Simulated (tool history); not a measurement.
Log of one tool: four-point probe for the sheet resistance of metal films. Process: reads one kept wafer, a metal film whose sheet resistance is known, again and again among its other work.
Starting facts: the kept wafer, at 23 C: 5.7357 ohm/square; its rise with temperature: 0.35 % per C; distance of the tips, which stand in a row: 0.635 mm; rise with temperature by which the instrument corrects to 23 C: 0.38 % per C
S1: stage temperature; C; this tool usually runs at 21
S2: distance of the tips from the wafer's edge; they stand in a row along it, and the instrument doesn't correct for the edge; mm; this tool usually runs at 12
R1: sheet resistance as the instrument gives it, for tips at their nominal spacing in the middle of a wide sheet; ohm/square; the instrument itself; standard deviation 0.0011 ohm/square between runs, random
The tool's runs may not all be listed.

{"run": 1, "hour": 0.0, "S1": 21, "S2": 12, "R1": 5.750091}
{"run": 2, "hour": 15.4, "S1": 21, "S2": 12, "R1": 5.749799}
{"run": 3, "hour": 25.8, "S1": 21, "S2": 12, "R1": 5.750702}
{"run": 4, "hour": 44.2, "S1": 21, "S2": 12, "R1": 5.750147}
{"run": 5, "hour": 61.8, "S1": 21, "S2": 12, "R1": 5.751891}
{"run": 6, "hour": 73.5, "S1": 21, "S2": 12, "R1": 5.75074}
{"run": 7, "hour": 88.8, "S1": 21, "S2": 15, "R1": 5.747842}
{"run": 8, "hour": 106.7, "S1": 20, "S2": 12, "R1": 5.751187}
{"run": 9, "hour": 123.0, "S1": 20, "S2": 12, "R1": 5.753242}
{"run": 10, "hour": 134.4, "S1": 20, "S2": 12, "R1": 5.754903}
{"run": 11, "hour": 143.7, "S1": 20, "S2": 12, "R1": 5.754187}
{"run": 12, "hour": 161.0, "S1": 20, "S2": 12, "R1": 5.752442}
{"run": 13, "hour": 172.3, "S1": 18, "S2": 12, "R1": 5.756781}
{"run": 14, "hour": 191.5, "S1": 18, "S2": 12, "R1": 5.757805}
{"run": 15, "hour": 207.5, "S1": 21, "S2": 12, "R1": 5.752025}
{"run": 16, "hour": 215.5, "S1": 21, "S2": 12, "R1": 5.754354}
{"run": 17, "hour": 233.0, "S1": 21, "S2": 38, "R1": 5.745757}
{"run": 18, "hour": 251.2, "S1": 33, "S2": 12, "R1": 5.736317}
{"run": 19, "hour": 270.1, "S1": 25, "S2": 12, "R1": 5.748592}
{"run": 20, "hour": 278.1, "S1": 21, "S2": 12, "R1": 5.754272}
{"run": 21, "hour": 290.6, "S1": 20, "S2": 12, "R1": 5.754517}
{"run": 22, "hour": 299.5, "S1": 20, "S2": 12, "R1": 5.753712}
{"run": 23, "hour": 312.7, "S1": 34, "S2": 41, "R1": 5.726767}
{"run": 24, "hour": 331.2, "S1": 29, "S2": 46, "R1": 5.735424}
{"run": 25, "hour": 348.0, "S1": 29, "S2": 46, "R1": 5.734793}
{"run": 26, "hour": 362.7, "S1": 29, "S2": 46, "R1": 5.732672}
{"hour": 364.5, "done": "stage's thermometer calibrated"}
{"run": 27, "hour": 376.1, "S1": 29, "S2": 46, "R1": 5.736891}
{"run": 28, "hour": 392.3, "S1": 29, "S2": 46, "R1": 5.735244}
{"hour": 394.5, "done": "stage's thermometer calibrated, once more"}
{"run": 29, "hour": 405.9, "S1": 29, "S2": 46, "R1": 5.733233}
{"run": 30, "hour": 417.3, "S1": 23, "S2": 65, "R1": 5.741717}
{"run": 31, "hour": 425.1, "S1": 25, "S2": 10, "R1": 5.750334}
{"run": 32, "hour": 437.0, "S1": 23, "S2": 71, "R1": 5.741556}
{"run": 33, "hour": 446.9, "S1": 20, "S2": 26, "R1": 5.747216}
{"run": 34, "hour": 458.5, "S1": 20, "S2": 26, "R1": 5.746081}
{"run": 35, "hour": 466.3, "S1": 19, "S2": 17, "R1": 5.751}
{"run": 36, "hour": 475.3, "S1": 30, "S2": 12, "R1": 5.7385}
{"run": 37, "hour": 492.3, "S1": 24, "S2": 34, "R1": 5.740353}
{"run": 38, "hour": 501.3, "S1": 34, "S2": 5, "R1": 5.77434}
{"run": 39, "hour": 513.5, "S1": 34, "S2": 5, "R1": 5.775778}
{"run": 40, "hour": 522.2, "S1": 34, "S2": 5, "R1": 5.775053}
{"run": 41, "hour": 534.1, "S1": 24, "S2": 4, "R1": 5.818879}
{"run": 42, "hour": 542.5, "S1": 34, "S2": 9, "R1": 5.742762}
{"run": 43, "hour": 553.8, "S1": 34, "S2": 6, "R1": 5.759691}
{"run": 44, "hour": 566.8, "S1": 34, "S2": 6, "R1": 5.760134}

Branching from run 44: 3 alternative next runs. What would each branch give?
{"run": "A", "hour": 576.4, "S1": 34, "S2": 7, "R1": "?"}
{"run": "B", "hour": 576.4, "S1": 21, "S2": 37, "R1": "?"}
{"run": "C", "hour": 576.4, "S1": 23, "S2": 29, "R1": "?"}

run=A R1=5.751942
run=B R1=5.744965
run=C R1=5.743272
Stripped of hidden state, with their random variation kept, the same runs would have yielded:
run=A R1=5.745619
run=B R1=5.738632
run=C R1=5.736943
